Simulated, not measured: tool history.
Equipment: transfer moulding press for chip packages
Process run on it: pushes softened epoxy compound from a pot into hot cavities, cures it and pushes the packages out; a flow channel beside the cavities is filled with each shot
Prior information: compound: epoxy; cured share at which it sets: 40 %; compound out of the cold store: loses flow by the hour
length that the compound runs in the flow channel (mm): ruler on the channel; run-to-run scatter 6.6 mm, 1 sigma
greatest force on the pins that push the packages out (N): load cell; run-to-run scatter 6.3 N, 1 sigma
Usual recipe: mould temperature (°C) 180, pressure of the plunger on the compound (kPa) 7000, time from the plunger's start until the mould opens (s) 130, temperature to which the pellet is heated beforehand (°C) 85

| run | hour | mould temperature (°C) | pressure of the plunger on the compound (kPa) | time from the plunger's start until the mould opens (s) | temperature to which the pellet is heated beforehand (°C) | incoming compound's hours out of the cold store | length that the compound runs in the flow channel (mm) | greatest force on the pins that push the packages out (N) |
|---|---|---|---|---|---|---|---|---|
| 1 | 0 | 180 | 7000 | 130 | 85 | 28.5 | 782 | 505 |
|  | 23.3 | cavities cleaned with cleaning compound and waxed |
| 2 | 23.3 | 180 | 7000 | 130 | 85 | 34 | 767 | 720 |
|  | 35.6 | plunger's sealing rings changed |
| 3 | 37.8 | 180 | 7000 | 130 | 85 | 36 | 826 | 712 |
| 4 | 53.6 | 180 | 7000 | 130 | 85 | 31.2 | 824 | 668 |
| 5 | 75.4 | 180 | 7000 | 130 | 94 | 26.8 | 839 | 608 |
| 6 | 97.9 | 180 | 7000 | 130 | 85 | 39.1 | 793 | 619 |
| 7 | 116.9 | 180 | 7000 | 130 | 85 | 38.7 | 796 | 605 |
|  | 129.3 | cavities cleaned with cleaning compound and waxed, once more |
| 8 | 137.9 | 180 | 6790 | 130 | 94 | 44.9 | 753 | 282 |
| 9 | 158.8 | 180 | 6790 | 130 | 94 | 35.2 | 786 | 399 |

For run 10, what comes out?
| 10 | 175.4 | 178 | 7470 | 138 | 94 | 8.4 | ? | ? |

Run 10 measured length that the compound runs in the flow channel (mm) 941, greatest force on the pins that push the packages out (N) 461.
Had the tool carried no hidden state, the very same run would have given length that the compound runs in the flow channel (mm) 954, greatest force on the pins that push the packages out (N) 251.
